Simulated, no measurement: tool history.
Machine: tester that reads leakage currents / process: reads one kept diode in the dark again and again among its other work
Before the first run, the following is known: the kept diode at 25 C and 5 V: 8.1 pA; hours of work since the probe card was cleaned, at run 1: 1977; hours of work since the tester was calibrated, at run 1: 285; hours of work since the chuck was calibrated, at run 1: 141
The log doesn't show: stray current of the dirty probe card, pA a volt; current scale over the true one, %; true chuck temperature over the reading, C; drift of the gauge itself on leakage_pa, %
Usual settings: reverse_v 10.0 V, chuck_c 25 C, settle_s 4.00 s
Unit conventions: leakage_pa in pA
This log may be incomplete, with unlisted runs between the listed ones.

| run | day | reverse_v | chuck_c | settle_s | hours of work since the probe card was cleaned | hours of work since the tester was calibrated | hours of work since the chuck was calibrated | leakage_pa |
|---|---|---|---|---|---|---|---|---|
| 1 | 0.000 | 10.0 | 25 | 4.00 | 1977 | 285 | 141 | 22.42 |
| 2 | 4.675 | 2.3 | 25 | 4.00 | 2067 | 374 | 230 | 7.61 |
| 3 | 6.750 | 2.3 | 25 | 4.00 | 2106 | 414 | 270 | 7.65 |
| 4 | 9.838 | 2.3 | 25 | 4.00 | 2165 | 473 | 328 | 7.80 |
| 5 | 13.862 | 2.3 | 25 | 4.00 | 2242 | 550 | 405 | 7.69 |
| 6 | 16.746 | 12.0 | 25 | 4.00 | 2297 | 605 | 460 | 27.05 |
| 7 | 19.746 | 10.0 | 46 | 4.00 | 2355 | 662 | 518 | 72.37 |
|  | 21.821 | probe card cleaned and baked |
| 8 | 22.758 | 10.0 | 25 | 1.86 | 18 | 717 | 573 | 11.59 |
| 9 | 25.350 | 10.5 | 25 | 0.60 | 67 | 767 | 623 | 12.84 |
| 10 | 27.762 | 6.2 | 32 | 0.60 | 114 | 813 | 669 | 15.99 |
| 11 | 30.046 | 3.3 | 29 | 0.39 | 157 | 856 | 712 | 8.89 |
|  | 31.650 | chuck's temperature calibrated |
| 12 | 34.733 | 5.5 | 21 | 9.29 | 245 | 944 | 59 | 6.77 |
| 13 | 38.188 | 5.0 | 29 | 1.28 | 311 | 1010 | 125 | 12.14 |
| 14 | 41.308 | 2.4 | 43 | 4.00 | 371 | 1070 | 185 | 22.55 |

Each row is a separate what-if for the run after 14, all from the same tool condition, not one after another. Results?
| A | 44.408 | 1.1 | 41 | 4.26 | 430 | 1129 | 244 | ? |
| B | 44.408 | 4.1 | 43 | 4.00 | 430 | 1129 | 244 | ? |
| C | 44.408 | 1.5 | 43 | 4.00 | 430 | 1129 | 244 | ? |

| run | leakage_pa |
|---|---|
| A | 12.49 |
| B | 30.21 |
| C | 17.27 |
The same runs, with their run-to-run variation unchanged, on a tool lacking any hidden condition would have given:
| run | leakage_pa |
|---|---|
| A | 12.95 |
| B | 30.97 |
| C | 17.89 |
